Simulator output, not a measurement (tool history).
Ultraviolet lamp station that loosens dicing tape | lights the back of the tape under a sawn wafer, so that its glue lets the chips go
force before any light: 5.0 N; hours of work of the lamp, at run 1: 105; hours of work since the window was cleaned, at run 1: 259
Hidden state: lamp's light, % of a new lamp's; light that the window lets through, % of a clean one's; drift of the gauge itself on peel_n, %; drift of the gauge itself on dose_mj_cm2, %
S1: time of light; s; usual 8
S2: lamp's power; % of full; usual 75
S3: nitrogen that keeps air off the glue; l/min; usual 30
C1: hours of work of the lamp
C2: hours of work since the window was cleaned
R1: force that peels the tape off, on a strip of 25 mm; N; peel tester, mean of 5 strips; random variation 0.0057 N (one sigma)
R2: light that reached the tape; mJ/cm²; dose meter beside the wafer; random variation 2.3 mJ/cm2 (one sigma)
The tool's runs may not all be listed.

| run | day | S1 | S2 | S3 | C1 | C2 | R1 | R2 |
|---|---|---|---|---|---|---|---|---|
| 1 | 0 | 8 | 75 | 30 | 105 | 259 | 0.175 | 191 |
| 2 | 1.967 | 8 | 75 | 30 | 131 | 285 | 0.179 | 191 |
| 3 | 3.596 | 8 | 75 | 30 | 152 | 306 | 0.179 | 190 |
| 4 | 4.604 | 8 | 75 | 56 | 166 | 319 | 0.123 | 193 |
| 5 | 6.404 | 8 | 75 | 56 | 189 | 343 | 0.125 | 189 |
| 6 | 7.342 | 8 | 75 | 56 | 202 | 356 | 0.119 | 185 |
| 7 | 9.521 | 8 | 75 | 56 | 231 | 384 | 0.136 | 188 |
| 8 | 10.979 | 8 | 75 | 13 | 250 | 404 | 0.387 | 186 |
| 9 | 13.008 | 8 | 75 | 13 | 277 | 431 | 0.389 | 178 |
| 10 | 14.367 | 8 | 75 | 13 | 295 | 449 | 0.393 | 180 |
| 11 | 15.771 | 8 | 75 | 10 | 313 | 467 | 0.492 | 181 |
| 12 | 16.704 | 8 | 75 | 10 | 326 | 479 | 0.49 | 175 |
| 13 | 17.921 | 8 | 75 | 10 | 342 | 496 | 0.485 | 177 |
| 14 | 20.021 | 8 | 60 | 10 | 369 | 523 | 0.789 | 138 |
|  | 20.642 | window cleaned of glue's vapour |
| 15 | 21.158 | 8 | 60 | 10 | 384 | 7 | 0.672 | 147 |
| 16 | 22.579 | 8 | 75 | 22 | 403 | 26 | 0.206 | 189 |
| 17 | 23.733 | 8 | 97 | 22 | 418 | 41 | 0.121 | 238 |
| 18 | 24.683 | 8 | 97 | 22 | 431 | 53 | 0.128 | 239 |
| 19 | 25.871 | 8 | 97 | 22 | 447 | 69 | 0.128 | 239 |
| 20 | 28.129 | 8 | 78 | 30 | 476 | 99 | 0.173 | 189 |
| 21 | 29.9 | 8 | 92 | 30 | 500 | 122 | 0.119 | 221 |
| 22 | 31.725 | 7 | 80 | 28 | 524 | 147 | 0.248 | 164 |
| 23 | 33.212 | 8 | 94 | 16 | 544 | 166 | 0.204 | 220 |
| 24 | 35.121 | 5 | 84 | 38 | 569 | 192 | 0.42 | 121 |
| 25 | 36.362 | 5 | 84 | 38 | 585 | 208 | 0.409 | 124 |
| 26 | 38.033 | 12 | 75 | 15 | 607 | 230 | 0.14 | 263 |
| 27 | 39.062 | 10 | 90 | 29 | 621 | 244 | 0.091 | 253 |
| 28 | 40.325 | 8 | 82 | 30 | 638 | 260 | 0.185 | 186 |
| 29 | 42.292 | 8 | 82 | 30 | 664 | 286 | 0.183 | 188 |
| 30 | 43.521 | 11 | 82 | 15 | 680 | 303 | 0.149 | 255 |
| 31 | 44.733 | 8 | 75 | 24 | 696 | 319 | 0.277 | 168 |
| 32 | 46.792 | 4 | 65 | 14 | 723 | 346 | 1.629 | 72 |
| 33 | 48.392 | 12 | 88 | 16 | 744 | 367 | 0.113 | 289 |
| 34 | 49.617 | 14 | 62 | 20 | 761 | 383 | 0.157 | 234 |
| 35 | 51.704 | 8 | 79 | 30 | 788 | 411 | 0.228 | 171 |
| 36 | 53.033 | 8 | 70 | 42 | 806 | 428 | 0.262 | 151 |
| 37 | 55.062 | 14 | 70 | 21 | 833 | 455 | 0.108 | 255 |
| 38 | 57.117 | 6 | 66 | 10 | 860 | 482 | 1.219 | 104 |
| 39 | 59.283 | 6 | 66 | 10 | 888 | 511 | 1.29 | 105 |
|  | 60.804 | window cleaned of glue's vapour |
| 40 | 60.883 | 9 | 75 | 30 | 909 | 1 | 0.167 | 189 |
| 41 | 61.879 | 10 | 98 | 30 | 922 | 14 | 0.078 | 267 |
| 42 | 63.154 | 4 | 91 | 30 | 939 | 31 | 0.719 | 99 |

Forecast each of these 4 alternatives for the next run:
| A | 64.779 | 10 | 72 | 30 | 961 | 53 | ? | ? |
| B | 64.779 | 4 | 91 | 40 | 961 | 53 | ? | ? |
| C | 64.779 | 4 | 94 | 17 | 961 | 53 | ? | ? |
| D | 64.779 | 15 | 75 | 30 | 961 | 53 | ? | ? |

| run | R1 | R2 |
|---|---|---|
| A | 0.146 | 196 |
| B | 0.645 | 95 |
| C | 0.985 | 102 |
| D | 0.068 | 309 |
Without the tool's hidden state the same runs would have given:
| run | R1 | R2 |
|---|---|---|
| A | 0.082 | 251 |
| B | 0.378 | 124 |
| C | 0.63 | 130 |
| D | 0.059 | 397 |
